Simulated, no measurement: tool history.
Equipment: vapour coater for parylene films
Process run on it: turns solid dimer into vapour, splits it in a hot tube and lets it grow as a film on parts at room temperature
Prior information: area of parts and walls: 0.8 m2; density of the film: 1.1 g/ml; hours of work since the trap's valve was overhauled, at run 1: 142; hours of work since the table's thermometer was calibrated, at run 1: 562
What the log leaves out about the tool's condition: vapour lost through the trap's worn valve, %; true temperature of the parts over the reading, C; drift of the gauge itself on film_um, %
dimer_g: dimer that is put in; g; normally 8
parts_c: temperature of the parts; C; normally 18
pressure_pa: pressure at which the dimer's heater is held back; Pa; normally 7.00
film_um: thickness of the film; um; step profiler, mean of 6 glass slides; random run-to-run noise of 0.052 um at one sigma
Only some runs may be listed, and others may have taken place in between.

run	day	dimer_g	parts_c	pressure_pa	hours of work since the trap's valve was overhauled	hours of work since the table's thermometer was calibrated	film_um
1	0.000	8	18	7.00	142	562	6.10
2	1.104	8	18	7.00	154	574	6.10
3	2.004	8	18	7.00	164	584	6.05
4	3.242	8	18	7.00	178	597	5.93
5	4.546	8	18	7.00	192	612	6.02
6	5.846	9	18	7.00	206	626	6.77
7	7.183	9	18	7.00	221	641	6.86
8	7.871	6	14	6.00	229	648	5.12
9	9.504	8	20	7.00	247	666	5.78
10	10.238	8	20	7.00	255	674	5.67
11	11.038	3	10	9.24	264	683	2.60
12	11.833	5	11	2.08	272	692	5.51
13	12.658	9	16	2.75	281	701	8.34

Below are 3 alternative next runs, each starting from the tool's condition after run 13. Predict each:
A	14.188	9	22	3.38	298	718	?
B	14.188	8	20	7.00	298	718	?
C	14.188	9	26	2.75	298	718	?

run	film_um
A	7.13
B	5.94
C	6.72
With the hidden condition removed and each run's random variation left untouched, the same runs would have given:
run	film_um
A	7.16
B	5.95
C	6.74
